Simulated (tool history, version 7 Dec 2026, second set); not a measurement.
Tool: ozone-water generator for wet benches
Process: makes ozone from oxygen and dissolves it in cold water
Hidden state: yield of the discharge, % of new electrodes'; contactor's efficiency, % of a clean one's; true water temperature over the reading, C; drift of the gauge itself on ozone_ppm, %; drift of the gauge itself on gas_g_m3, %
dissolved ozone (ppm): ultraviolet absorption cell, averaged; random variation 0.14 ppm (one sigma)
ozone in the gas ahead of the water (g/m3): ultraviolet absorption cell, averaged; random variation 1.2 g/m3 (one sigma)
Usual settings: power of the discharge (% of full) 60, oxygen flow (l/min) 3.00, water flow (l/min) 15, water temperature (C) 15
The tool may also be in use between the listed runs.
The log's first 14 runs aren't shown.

| run | hour | power of the discharge (% of full) | oxygen flow (l/min) | water flow (l/min) | water temperature (C) | hours of work since the electrodes were changed | hours of work since the contactor was cleaned | hours of work since the thermometer was calibrated | dissolved ozone (ppm) | ozone in the gas ahead of the water (g/m3) |
|---|---|---|---|---|---|---|---|---|---|---|
|  | 308.6 | water thermometer calibrated |
| 15 | 320.8 | 60 | 3.00 | 15 | 8 | 470 | 4570 | 11 | 18.3 | 225.6 |
| 16 | 338.4 | 60 | 1.66 | 15 | 8 | 486 | 4585 | 27 | 16.0 | 299.9 |
| 17 | 362.2 | 60 | 1.66 | 15 | 8 | 507 | 4607 | 48 | 15.7 | 298.7 |
| 18 | 379.7 | 60 | 1.66 | 11 | 7 | 523 | 4623 | 64 | 22.1 | 298.5 |
| 19 | 400.6 | 58 | 3.00 | 15 | 10 | 542 | 4642 | 83 | 17.7 | 222.7 |
| 20 | 424.3 | 47 | 3.00 | 9 | 10 | 563 | 4663 | 104 | 25.1 | 193.7 |
| 21 | 446.0 | 84 | 3.86 | 19 | 10 | 583 | 4683 | 124 | 17.9 | 242.5 |
|  | 457.3 | water thermometer calibrated, once more |
| 22 | 459.5 | 84 | 3.71 | 9 | 8 | 595 | 4694 | 2 | 36.8 | 247.7 |
| 23 | 487.1 | 42 | 3.00 | 15 | 9 | 619 | 4719 | 27 | 14.6 | 182.9 |
| 24 | 509.6 | 95 | 3.00 | 15 | 15 | 640 | 4740 | 47 | 22.3 | 296.5 |
| 25 | 536.5 | 44 | 3.00 | 24 | 15 | 664 | 4764 | 71 | 8.7 | 188.5 |
| 26 | 559.0 | 44 | 3.00 | 20 | 14 | 684 | 4784 | 92 | 10.6 | 187.2 |
| 27 | 575.7 | 60 | 3.38 | 15 | 20 | 699 | 4799 | 107 | 16.1 | 212.0 |
| 28 | 600.4 | 60 | 3.38 | 12 | 19 | 722 | 4821 | 129 | 20.1 | 214.1 |
| 29 | 619.0 | 60 | 3.38 | 12 | 19 | 738 | 4838 | 146 | 19.9 | 213.1 |
| 30 | 640.8 | 60 | 3.38 | 12 | 19 | 758 | 4858 | 166 | 19.7 | 212.7 |
| 31 | 665.8 | 60 | 2.30 | 15 | 15 | 781 | 4880 | 188 | 16.3 | 256.7 |
| 32 | 682.2 | 54 | 2.02 | 13 | 15 | 796 | 4895 | 203 | 17.1 | 255.7 |

4 ways to go on from here, each from the tool as it stands after run 32. What would each give?
| A | 702.3 | 54 | 2.02 | 10 | 15 | 814 | 4913 | 221 | ? | ? |
| B | 702.3 | 54 | 1.79 | 13 | 15 | 814 | 4913 | 221 | ? | ? |
| C | 702.3 | 60 | 3.00 | 13 | 12 | 814 | 4913 | 221 | ? | ? |
| D | 702.3 | 97 | 2.02 | 18 | 15 | 814 | 4913 | 221 | ? | ? |

| run | dissolved ozone (ppm) | ozone in the gas ahead of the water (g/m3) |
|---|---|---|
| A | 22.7 | 255.0 |
| B | 16.8 | 275.1 |
| C | 20.3 | 225.7 |
| D | 16.7 | 360.2 |
Without the tool's hidden state the same runs would have given:
| run | dissolved ozone (ppm) | ozone in the gas ahead of the water (g/m3) |
|---|---|---|
| A | 23.3 | 257.1 |
| B | 17.3 | 277.4 |
| C | 20.8 | 227.7 |
| D | 17.3 | 364.4 |

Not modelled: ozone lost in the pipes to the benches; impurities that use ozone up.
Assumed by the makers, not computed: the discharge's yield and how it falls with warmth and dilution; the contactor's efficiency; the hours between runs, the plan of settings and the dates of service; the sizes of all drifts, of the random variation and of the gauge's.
